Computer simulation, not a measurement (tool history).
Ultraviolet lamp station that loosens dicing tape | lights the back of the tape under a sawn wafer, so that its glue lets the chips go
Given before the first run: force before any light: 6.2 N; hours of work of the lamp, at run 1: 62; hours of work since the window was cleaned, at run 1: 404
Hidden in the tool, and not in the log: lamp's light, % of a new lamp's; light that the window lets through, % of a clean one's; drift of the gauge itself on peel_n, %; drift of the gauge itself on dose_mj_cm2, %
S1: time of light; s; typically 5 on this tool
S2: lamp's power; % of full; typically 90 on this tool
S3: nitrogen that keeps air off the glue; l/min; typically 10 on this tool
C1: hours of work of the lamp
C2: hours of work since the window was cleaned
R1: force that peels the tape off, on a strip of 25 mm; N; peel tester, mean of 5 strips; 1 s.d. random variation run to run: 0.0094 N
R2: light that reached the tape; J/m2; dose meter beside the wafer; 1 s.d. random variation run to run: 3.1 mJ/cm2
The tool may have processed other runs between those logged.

run	hour	S1	S2	S3	C1	C2	R1	R2
1	0.0	5	90	10	62	404	0.577	4080
2	10.3	5	90	10	67	410	0.537	4030
3	16.4	6	90	10	70	413	0.397	4850
4	26.7	2	90	10	76	418	2.193	1670
5	33.6	3	90	10	79	421	1.362	2420
6	38.3	3	90	10	81	424	1.308	2380
7	45.4	3	90	10	85	428	1.392	2390
8	53.7	5	90	19	89	432	0.405	3980
9	62.6	5	96	19	94	436	0.352	4210
10	69.4	2	84	3	97	440	3.218	1460
11	75.3	7	66	3	100	443	1.126	4030
12	82.6	4	88	10	104	447	0.956	3080
13	89.7	4	90	4	108	450	1.436	3140
14	95.0	5	66	10	110	453	1.009	2900
15	101.2	5	66	10	114	456	1.022	2860
16	111.6	3	92	5	119	461	1.878	2390

What if the next run were any one of these 5? Each begins from the tool's condition after run 16:
A	119.6	5	60	10	123	465	?	?
B	119.6	3	78	7	123	465	?	?
C	119.6	5	85	6	123	465	?	?
D	119.6	3	64	20	123	465	?	?
E	119.6	3	69	5	123	465	?	?

run	R1	R2
A	1.233	2610
B	1.939	2010
C	0.886	3600
D	1.716	1630
E	2.433	1780
With the hidden condition removed and each run's random variation left untouched, the same runs would have given:
run	R1	R2
A	0.881	3200
B	1.509	2470
C	0.609	4430
D	1.311	2000
E	1.984	2190
